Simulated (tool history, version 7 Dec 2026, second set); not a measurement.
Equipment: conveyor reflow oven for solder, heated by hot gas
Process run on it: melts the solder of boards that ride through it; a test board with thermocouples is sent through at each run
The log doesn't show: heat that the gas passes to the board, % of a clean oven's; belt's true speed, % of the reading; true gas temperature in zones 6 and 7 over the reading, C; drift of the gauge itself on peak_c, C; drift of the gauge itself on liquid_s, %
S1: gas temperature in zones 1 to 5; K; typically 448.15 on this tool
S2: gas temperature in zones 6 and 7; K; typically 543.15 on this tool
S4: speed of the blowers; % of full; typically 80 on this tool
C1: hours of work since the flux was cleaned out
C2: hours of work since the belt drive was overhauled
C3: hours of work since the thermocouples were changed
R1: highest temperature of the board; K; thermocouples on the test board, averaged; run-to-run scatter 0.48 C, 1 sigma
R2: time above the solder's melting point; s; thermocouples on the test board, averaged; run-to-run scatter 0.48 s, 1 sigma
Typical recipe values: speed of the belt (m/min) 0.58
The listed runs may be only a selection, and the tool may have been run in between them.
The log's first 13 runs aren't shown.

run 14 day=6.229 | S1=448.15 S2=543.15 speed_of_the_belt_(m/min)=0.67 S4=80 | C1=25 C2=306 C3=621 | R1=527.95 R2=48.4
run 15 day=6.896 | S1=448.15 S2=543.15 speed_of_the_belt_(m/min)=0.58 S4=80 | C1=34 C2=315 C3=630 | R1=532.45 R2=59.3
run 16 day=7.583 | S1=448.15 S2=543.15 speed_of_the_belt_(m/min)=0.58 S4=51 | C1=43 C2=324 C3=640 | R1=523.25 R2=51.3
run 17 day=8.108 | S1=448.15 S2=543.15 speed_of_the_belt_(m/min)=0.58 S4=51 | C1=51 C2=331 C3=647 | R1=522.25 R2=50.9
run 18 day=8.779 | S1=449.15 S2=549.15 speed_of_the_belt_(m/min)=0.563 S4=53 | C1=60 C2=340 C3=656 | R1=530.15 R2=59.6
run 19 day=9.142 | S1=448.15 S2=553.15 speed_of_the_belt_(m/min)=0.58 S4=69 | C1=65 C2=345 C3=661 | R1=538.55 R2=63.3
run 20 day=9.683 | S1=441.15 S2=546.15 speed_of_the_belt_(m/min)=0.67 S4=65 | C1=72 C2=353 C3=668 | R1=523.15 R2=43.1
run 21 day=10.217 | S1=434.15 S2=546.15 speed_of_the_belt_(m/min)=0.67 S4=65 | C1=79 C2=360 C3=675 | R1=522.25 R2=40.4

Expected results for the next run?
run 22 day=10.888 | S1=434.15 S2=546.15 speed_of_the_belt_(m/min)=0.67 S4=65 | C1=88 C2=369 C3=685 | R1=? R2=?

{"run 22": {"R1": 523.25, "R2": 40.9}}
With no hidden state in the tool, this same run would have given R1 521.45 K, R2 39.3 s.

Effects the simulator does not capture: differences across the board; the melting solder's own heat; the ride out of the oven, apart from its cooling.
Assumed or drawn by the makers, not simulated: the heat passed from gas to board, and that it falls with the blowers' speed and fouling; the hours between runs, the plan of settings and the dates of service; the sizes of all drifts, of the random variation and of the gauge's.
